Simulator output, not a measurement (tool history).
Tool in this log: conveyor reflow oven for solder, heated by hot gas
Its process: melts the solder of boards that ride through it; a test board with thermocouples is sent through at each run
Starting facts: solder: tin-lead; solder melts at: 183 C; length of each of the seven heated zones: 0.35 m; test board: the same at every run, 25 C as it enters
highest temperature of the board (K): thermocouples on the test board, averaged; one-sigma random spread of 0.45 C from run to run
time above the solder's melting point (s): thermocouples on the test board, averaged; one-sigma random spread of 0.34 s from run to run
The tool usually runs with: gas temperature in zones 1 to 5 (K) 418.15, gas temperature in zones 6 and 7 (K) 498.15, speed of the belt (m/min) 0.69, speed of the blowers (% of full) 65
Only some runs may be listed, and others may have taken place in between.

run   hour  gas temperature in zones 1 to 5 (K)  gas temperature in zones 6 and 7 (K)  speed of the belt (m/min)  speed of the blowers (% of full)  highest temperature of the board (K)  time above the solder's melting point (s)
  1      0                               418.15                                498.15                       0.69                                65                                484.35                                       44.1
  2   35.4                               418.15                                498.15                       0.69                                65                                484.15                                       43.8
  3   62.8                               418.15                                498.15                       0.69                                65                                484.75                                       44.8
  4   90.6                               418.15                                498.15                       0.69                                65                                484.95                                       44.5
  5  121.5                               418.15                                498.15                       0.69                                65                                484.05                                       44.2
  6  140.8                               418.15                                498.15                       0.69                                65                                484.25                                       43.7
  7  171.6                               418.15                                498.15                       0.69                                65                                483.85                                       43.4
  8  191.4                               418.15                                498.15                       0.69                                65                                484.95                                       44.6
  9  220.8                               418.15                                498.15                       0.69                                65                                485.15                                       44.7
 10  240.6                               418.15                                498.15                       0.69                                65                                484.65                                       44.2
 11  266.9                               418.15                                498.15                       0.69                                65                                484.95                                       43.9
 12  295.1                               415.15                                496.15                       0.69                                70                                483.25                                       42.4
     311.2  -- flux residue cleaned out of gas plates and filters
 13  340.1                               418.15                                498.15                      0.582                                77                                491.25                                       58.3
 14  364.7                               410.15                                498.15                      0.582                                77                                489.15                                       56.6
     398.2  -- thermocouples of zones 6 and 7 changed
 15  402.5                               429.15                                498.15                      0.582                                77                                491.65                                       63.3
 16  438.6                               429.15                                498.15                      0.582                                77                                491.65                                         64
 17    474                               429.15                                498.15                      0.582                                77                                491.65                                       63.9
 18  508.9                               429.15                                501.15                      0.657                                79                                493.65                                       56.5
 19  547.5                               429.15                                501.15                      0.657                                79                                493.65                                       56.1
 20  587.3                               416.15                                498.15                      0.594                                65                                487.35                                       54.7
 21  615.3                               416.15                                498.15                      0.594                                65                                488.05                                       54.4
 22  648.4                               416.15                                498.15                      0.594                                65                                487.55                                       55.1

Below are 4 alternative next runs, each starting from the tool's condition after run 22. Predict each:
  A  682.1                               403.15                                489.15                      0.652                                65                                     ?                                          ?
  B  682.1                               420.15                                511.15                       0.58                                65                                     ?                                          ?
  C  682.1                               404.15                                505.15                      0.594                                58                                     ?                                          ?
  D  682.1                               416.15                                498.15                      0.697                                65                                     ?                                          ?

run  highest temperature of the board (K)  time above the solder's melting point (s)
  A                                476.25                                       34.8
  B                                501.55                                         65
  C                                490.35                                       52.3
  D                                484.75                                       42.4
The same runs, with their run-to-run variation unchanged, on a tool lacking any hidden condition would have given:
run  highest temperature of the board (K)  time above the solder's melting point (s)
  A                                476.25                                       34.8
  B                                501.55                                       64.9
  C                                490.35                                       52.3
  D                                484.75                                       42.4

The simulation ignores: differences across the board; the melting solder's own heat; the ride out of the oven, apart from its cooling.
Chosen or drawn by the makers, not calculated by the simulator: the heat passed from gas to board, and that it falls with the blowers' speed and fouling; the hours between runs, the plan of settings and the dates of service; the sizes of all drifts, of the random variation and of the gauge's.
